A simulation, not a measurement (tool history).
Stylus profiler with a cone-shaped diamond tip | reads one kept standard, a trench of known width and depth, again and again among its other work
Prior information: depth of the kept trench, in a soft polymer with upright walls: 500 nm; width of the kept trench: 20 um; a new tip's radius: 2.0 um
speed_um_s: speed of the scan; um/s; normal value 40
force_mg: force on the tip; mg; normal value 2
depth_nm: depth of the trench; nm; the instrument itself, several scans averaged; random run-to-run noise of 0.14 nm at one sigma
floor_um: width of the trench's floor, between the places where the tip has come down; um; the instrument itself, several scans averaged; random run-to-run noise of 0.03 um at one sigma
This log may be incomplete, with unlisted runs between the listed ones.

{"run": 1, "hour": 0.0, "speed_um_s": 40, "force_mg": 2, "depth_nm": 502.54, "floor_um": 16.49}
{"run": 2, "hour": 94.2, "speed_um_s": 40, "force_mg": 2, "depth_nm": 502.5, "floor_um": 16.5}
{"run": 3, "hour": 167.1, "speed_um_s": 113, "force_mg": 2, "depth_nm": 502.59, "floor_um": 15.91}
{"run": 4, "hour": 255.6, "speed_um_s": 113, "force_mg": 2, "depth_nm": 502.49, "floor_um": 15.86}
{"run": 5, "hour": 356.7, "speed_um_s": 40, "force_mg": 3.33, "depth_nm": 504.16, "floor_um": 16.4}
{"run": 6, "hour": 407.6, "speed_um_s": 38, "force_mg": 2, "depth_nm": 502.29, "floor_um": 16.36}
{"run": 7, "hour": 468.7, "speed_um_s": 38, "force_mg": 2, "depth_nm": 502.24, "floor_um": 16.27}
{"run": 8, "hour": 575.2, "speed_um_s": 123, "force_mg": 2, "depth_nm": 502.02, "floor_um": 15.6}
{"run": 9, "hour": 659.0, "speed_um_s": 40, "force_mg": 1.45, "depth_nm": 501.08, "floor_um": 16.18}
{"run": 10, "hour": 771.0, "speed_um_s": 40, "force_mg": 1.45, "depth_nm": 501.11, "floor_um": 16.12}
{"run": 11, "hour": 871.1, "speed_um_s": 40, "force_mg": 1.45, "depth_nm": 500.84, "floor_um": 16.08}
{"run": 12, "hour": 974.9, "speed_um_s": 40, "force_mg": 1.45, "depth_nm": 500.86, "floor_um": 16.08}
{"run": 13, "hour": 1070.6, "speed_um_s": 40, "force_mg": 1.45, "depth_nm": 500.64, "floor_um": 15.97}
{"run": 14, "hour": 1134.2, "speed_um_s": 37, "force_mg": 2, "depth_nm": 501.29, "floor_um": 16.08}
{"run": 15, "hour": 1241.4, "speed_um_s": 37, "force_mg": 2, "depth_nm": 501.4, "floor_um": 15.97}
{"run": 16, "hour": 1295.6, "speed_um_s": 37, "force_mg": 2, "depth_nm": 501.42, "floor_um": 16.03}
{"run": 17, "hour": 1396.8, "speed_um_s": 37, "force_mg": 2, "depth_nm": 501.25, "floor_um": 16.01}
{"run": 18, "hour": 1494.9, "speed_um_s": 37, "force_mg": 2, "depth_nm": 500.94, "floor_um": 15.94}
{"run": 19, "hour": 1603.9, "speed_um_s": 37, "force_mg": 2, "depth_nm": 500.73, "floor_um": 15.88}
{"run": 20, "hour": 1679.3, "speed_um_s": 37, "force_mg": 2, "depth_nm": 500.86, "floor_um": 15.86}
{"run": 21, "hour": 1749.9, "speed_um_s": 37, "force_mg": 2, "depth_nm": 500.81, "floor_um": 15.82}
{"run": 22, "hour": 1863.8, "speed_um_s": 72, "force_mg": 1.15, "depth_nm": 499.46, "floor_um": 15.32}
{"run": 23, "hour": 1952.0, "speed_um_s": 12, "force_mg": 0.89, "depth_nm": 498.87, "floor_um": 15.94}
{"run": 24, "hour": 2028.4, "speed_um_s": 12, "force_mg": 0.89, "depth_nm": 502.4, "floor_um": 15.85}
{"run": 25, "hour": 2085.8, "speed_um_s": 27, "force_mg": 1.31, "depth_nm": 503.12, "floor_um": 15.74}
{"run": 26, "hour": 2179.0, "speed_um_s": 28, "force_mg": 1.54, "depth_nm": 503.08, "floor_um": 15.72}
{"run": 27, "hour": 2248.8, "speed_um_s": 28, "force_mg": 1.54, "depth_nm": 503.23, "floor_um": 15.69}
{"run": 28, "hour": 2312.9, "speed_um_s": 39, "force_mg": 3.29, "depth_nm": 505.46, "floor_um": 15.7}
{"run": 29, "hour": 2400.4, "speed_um_s": 50, "force_mg": 3.25, "depth_nm": 505.08, "floor_um": 15.59}
{"run": 30, "hour": 2457.3, "speed_um_s": 50, "force_mg": 3.25, "depth_nm": 505.05, "floor_um": 15.57}
{"run": 31, "hour": 2559.3, "speed_um_s": 50, "force_mg": 3.25, "depth_nm": 505.07, "floor_um": 15.56}
{"run": 32, "hour": 2623.8, "speed_um_s": 18, "force_mg": 5.58, "depth_nm": 507.51, "floor_um": 15.72}
{"run": 33, "hour": 2691.4, "speed_um_s": 18, "force_mg": 5.58, "depth_nm": 507.47, "floor_um": 15.69}
{"run": 34, "hour": 2798.6, "speed_um_s": 52, "force_mg": 2.3, "depth_nm": 504.06, "floor_um": 15.34}
{"run": 35, "hour": 2861.0, "speed_um_s": 44, "force_mg": 4.34, "depth_nm": 505.84, "floor_um": 15.52}
{"run": 36, "hour": 2969.2, "speed_um_s": 141, "force_mg": 5.06, "depth_nm": 506.64, "floor_um": 15.06}
{"run": 37, "hour": 3050.3, "speed_um_s": 141, "force_mg": 5.06, "depth_nm": 506.29, "floor_um": 14.95}

Missing from the log above: 1 entry noted between runs. For each, name the pair of listed runs it sits between and say how the tool's hidden condition differs from the listed run just before to the listed run just after:
Runs 23 to 24: height scale calibrated on a step standard (hour 2010.6)
  radius of the tip, um: 4.18 -> 4.24; height scale over the true one, %: -0.697 -> 0.036
  difference, measured minus the result without the unlogged condition, depth_nm: -3.5 -> +0.18 nm; floor_um: -1.32 -> -1.34 um
